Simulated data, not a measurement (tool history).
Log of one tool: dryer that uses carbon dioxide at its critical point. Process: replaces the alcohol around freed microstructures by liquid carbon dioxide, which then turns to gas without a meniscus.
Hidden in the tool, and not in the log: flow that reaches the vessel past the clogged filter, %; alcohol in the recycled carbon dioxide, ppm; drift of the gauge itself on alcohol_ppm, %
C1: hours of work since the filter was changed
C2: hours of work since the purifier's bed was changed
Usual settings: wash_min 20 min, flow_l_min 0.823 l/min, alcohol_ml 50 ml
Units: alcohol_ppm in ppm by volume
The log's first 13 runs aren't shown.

Run 14, hour 102.1: usual settings but flow_l_min 1.219 l/min; C1 23; C2 99. Result: alcohol_ppm 13 ppm by volume.
Run 15, hour 107.6: usual settings but alcohol_ml 21 ml; C1 27; C2 102. Result: alcohol_ppm 20 ppm by volume.
Run 16, hour 118.4: usual settings; C1 33; C2 109. Result: alcohol_ppm 19 ppm by volume.
Run 17, hour 130.1: usual settings; C1 40; C2 116. Result: alcohol_ppm 14 ppm by volume.
Run 18, hour 135.2: usual settings; C1 43; C2 119. Result: alcohol_ppm 33 ppm by volume.
Run 19, hour 142.7: usual settings; C1 48; C2 124. Result: alcohol_ppm 25 ppm by volume.
Run 20, hour 149.7: usual settings; C1 52; C2 128. Result: alcohol_ppm 24 ppm by volume.
Run 21, hour 160.1: usual settings; C1 58; C2 134. Result: alcohol_ppm 24 ppm by volume.
Run 22, hour 166.6: usual settings but flow_l_min 1.213 l/min, alcohol_ml 38 ml; C1 62; C2 138. Result: alcohol_ppm 21 ppm by volume.
Run 23, hour 177.3: usual settings but flow_l_min 0.964 l/min, alcohol_ml 33 ml; C1 69; C2 145. Result: alcohol_ppm 24 ppm by volume.
Run 24, hour 185.1: usual settings but flow_l_min 0.964 l/min, alcohol_ml 33 ml; C1 73; C2 149. Result: alcohol_ppm 11 ppm by volume.
Run 25, hour 190.1: usual settings but wash_min 19 min, flow_l_min 0.496 l/min, alcohol_ml 57 ml; C1 76; C2 152. Result: alcohol_ppm 420 ppm by volume.
Run 26, hour 197.4: usual settings but wash_min 15 min, flow_l_min 1.004 l/min, alcohol_ml 32 ml; C1 81; C2 157. Result: alcohol_ppm 31 ppm by volume.

Run 27 comes next. What will it give?
Run 27, hour 207.4: usual settings but wash_min 25 min, flow_l_min 0.522 l/min, alcohol_ml 43 ml; C1 87; C2 163. Result: alcohol_ppm ?.

{"run 27": {"alcohol_ppm": 74}}
Without the tool's hidden state the same run would have given alcohol_ppm 46 ppm by volume.
